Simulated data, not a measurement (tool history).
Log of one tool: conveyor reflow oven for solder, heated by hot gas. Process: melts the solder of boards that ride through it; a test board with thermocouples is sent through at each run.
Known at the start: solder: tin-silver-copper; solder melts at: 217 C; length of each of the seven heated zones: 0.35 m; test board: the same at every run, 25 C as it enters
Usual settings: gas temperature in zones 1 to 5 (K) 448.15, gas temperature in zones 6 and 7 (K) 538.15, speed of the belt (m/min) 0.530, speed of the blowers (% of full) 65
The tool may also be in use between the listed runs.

run	day	gas temperature in zones 1 to 5 (K)	gas temperature in zones 6 and 7 (K)	speed of the belt (m/min)	speed of the blowers (% of full)	highest temperature of the board (K)	time above the solder's melting point (s)
1	0.000	448.15	538.15	0.530	65	517.85	53.0
2	1.025	448.15	538.15	0.530	65	517.45	52.8
3	1.892	448.15	538.15	0.530	65	517.55	52.8
4	2.708	448.15	538.15	0.530	77	519.95	56.0
# day 3.333: thermocouples of zones 6 and 7 changed
5	3.500	448.15	538.15	0.530	77	522.35	58.1
6	4.358	448.15	538.15	0.530	77	522.45	58.2
# day 4.912: flux residue cleaned out of gas plates and filters
7	5.000	448.15	538.15	0.530	77	520.75	56.5
8	5.642	448.15	538.15	0.530	77	520.95	56.3
9	6.417	448.15	538.15	0.530	65	518.25	53.1
10	7.267	448.15	538.15	0.530	65	518.45	53.1
11	8.046	448.15	538.15	0.530	65	518.15	53.2
# day 9.225: flux residue cleaned out of gas plates and filters, once more
12	9.288	448.15	538.15	0.530	65	521.15	56.7
13	9.933	448.15	538.15	0.530	65	521.15	56.7
14	10.925	448.15	538.15	0.530	65	520.75	56.7
15	11.583	448.15	538.15	0.530	65	520.75	56.6
16	12.400	448.15	550.15	0.457	65	535.95	79.1
17	13.154	433.15	538.15	0.530	65	518.05	48.8
18	13.662	433.15	538.15	0.530	65	517.85	48.5
19	14.625	448.15	538.15	0.580	65	517.65	48.2
20	15.062	456.15	538.15	0.530	65	522.15	61.1
21	15.725	456.15	542.15	0.530	65	525.65	63.8
22	16.454	452.15	531.15	0.535	52	511.45	46.9
23	17.125	442.15	531.15	0.451	52	514.95	58.3
24	18.004	442.15	531.15	0.451	52	514.85	58.1
25	18.983	448.15	531.15	0.532	65	514.25	50.1
26	19.425	448.15	543.15	0.462	65	528.55	73.2
27	19.971	451.15	551.15	0.521	77	534.85	69.7
28	20.988	436.15	542.15	0.510	65	522.55	56.4
29	21.554	434.15	529.15	0.600	68	506.15	29.8
30	22.412	447.15	526.15	0.591	63	505.95	33.5

Measured less the same run without the tool's hidden state. The same run-to-run variation is in both; the gauge's scatter may not be:
The hidden state here: heat that the gas passes to the board, % of a clean oven's; belt's true speed, % of the reading; true gas temperature in zones 6 and 7 over the reading, C; drift of the gauge itself on peak_c, C; drift of the gauge itself on liquid_s, %.
run	highest temperature of the board (K)	time above the solder's melting point (s)
1	-3.30	-2.6
2	-3.40	-2.6
3	-3.50	-2.8
4	-3.70	-2.5
5	-1.30	-0.6
6	-1.40	-0.6
7	-2.70	-2.2
8	-2.80	-2.2
9	-2.70	-2.5
10	-2.80	-2.5
11	-2.90	-2.6
12	+0.20	+1.3
13	+0.10	+1.2
14	+0.00	+1.1
15	+0.00	+1.1
16	-0.10	+1.4
17	-0.10	+0.9
18	-0.20	+0.9
19	-0.30	+0.7
20	-0.30	+0.9
21	-0.40	+1.0
22	-0.40	+0.6
23	-0.50	+0.7
24	-0.60	+0.6
25	-0.70	+0.3
26	-0.80	+1.0
27	-1.00	+0.9
28	-0.90	+0.5
29	-0.90	-0.6
30	-1.00	-0.5

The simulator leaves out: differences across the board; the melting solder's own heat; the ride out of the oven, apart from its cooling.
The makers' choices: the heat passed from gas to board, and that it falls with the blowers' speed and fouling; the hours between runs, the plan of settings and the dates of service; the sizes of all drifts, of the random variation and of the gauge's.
